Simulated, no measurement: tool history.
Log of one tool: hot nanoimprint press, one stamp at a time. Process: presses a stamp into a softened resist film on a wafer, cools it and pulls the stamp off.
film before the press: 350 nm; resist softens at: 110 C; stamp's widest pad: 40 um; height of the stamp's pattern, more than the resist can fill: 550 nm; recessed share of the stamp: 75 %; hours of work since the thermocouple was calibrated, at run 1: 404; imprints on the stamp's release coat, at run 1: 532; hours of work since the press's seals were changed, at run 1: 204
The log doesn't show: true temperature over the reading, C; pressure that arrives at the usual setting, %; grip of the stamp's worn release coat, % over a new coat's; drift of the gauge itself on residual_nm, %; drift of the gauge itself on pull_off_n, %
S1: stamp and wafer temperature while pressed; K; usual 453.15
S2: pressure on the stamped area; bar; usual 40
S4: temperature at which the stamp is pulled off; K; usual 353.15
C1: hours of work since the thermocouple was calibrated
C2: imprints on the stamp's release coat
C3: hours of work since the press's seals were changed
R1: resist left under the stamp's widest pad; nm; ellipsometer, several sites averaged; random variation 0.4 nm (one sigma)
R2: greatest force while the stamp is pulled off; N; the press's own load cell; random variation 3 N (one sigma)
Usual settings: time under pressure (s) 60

run 1 hour=0 | S1=453.15 S2=40 time_under_pressure_(s)=60 S4=353.15 | C1=404 C2=532 C3=204 | R1=166.7 R2=219
run 2 hour=11.3 | S1=453.15 S2=40 time_under_pressure_(s)=60 S4=353.15 | C1=412 C2=596 C3=212 | R1=166.3 R2=222
run 3 hour=19.9 | S1=453.15 S2=40 time_under_pressure_(s)=60 S4=353.15 | C1=419 C2=644 C3=218 | R1=166.6 R2=216
run 4 hour=30.7 | S1=453.15 S2=40 time_under_pressure_(s)=63 S4=353.15 | C1=427 C2=704 C3=226 | R1=164.4 R2=218
run 5 hour=40.2 | S1=453.15 S2=40 time_under_pressure_(s)=63 S4=353.15 | C1=434 C2=757 C3=233 | R1=164.1 R2=225
run 6 hour=48.3 | S1=453.15 S2=40 time_under_pressure_(s)=67 S4=353.15 | C1=440 C2=803 C3=239 | R1=160.2 R2=226
run 7 hour=55.4 | S1=453.15 S2=24 time_under_pressure_(s)=60 S4=343.15 | C1=445 C2=842 C3=244 | R1=204.4 R2=263
run 8 hour=66.8 | S1=453.15 S2=24 time_under_pressure_(s)=60 S4=343.15 | C1=453 C2=906 C3=253 | R1=204 R2=271
-- hour=73 plate thermocouple calibrated
run 9 hour=80.6 | S1=453.15 S2=24 time_under_pressure_(s)=60 S4=356.15 | C1=6 C2=967 C3=261 | R1=198.9 R2=206
run 10 hour=92.5 | S1=445.15 S2=39.5 time_under_pressure_(s)=60 S4=356.15 | C1=14 C2=1033 C3=270 | R1=205.4 R2=206
run 11 hour=98.9 | S1=445.15 S2=39.5 time_under_pressure_(s)=60 S4=356.15 | C1=19 C2=1069 C3=274 | R1=205.4 R2=208
run 12 hour=109.9 | S1=453.15 S2=40 time_under_pressure_(s)=79 S4=349.15 | C1=27 C2=1131 C3=282 | R1=146.7 R2=236

Forecast each of these 3 alternatives for the next run:
run A hour=119.1 | S1=464.15 S2=40 time_under_pressure_(s)=79 S4=349.15 | C1=34 C2=1182 C3=289 | R1=? R2=?
run B hour=119.1 | S1=453.15 S2=30.3 time_under_pressure_(s)=79 S4=349.15 | C1=34 C2=1182 C3=289 | R1=? R2=?
run C hour=119.1 | S1=453.15 S2=38.2 time_under_pressure_(s)=52 S4=349.15 | C1=34 C2=1182 C3=289 | R1=? R2=?

run=A R1=105.2 R2=238
run=B R1=164.7 R2=243
run=C R1=174.9 R2=245
Without the tool's hidden state the same runs would have given:
run=A R1=103.5 R2=209
run=B R1=162.8 R2=213
run=C R1=172.5 R2=215

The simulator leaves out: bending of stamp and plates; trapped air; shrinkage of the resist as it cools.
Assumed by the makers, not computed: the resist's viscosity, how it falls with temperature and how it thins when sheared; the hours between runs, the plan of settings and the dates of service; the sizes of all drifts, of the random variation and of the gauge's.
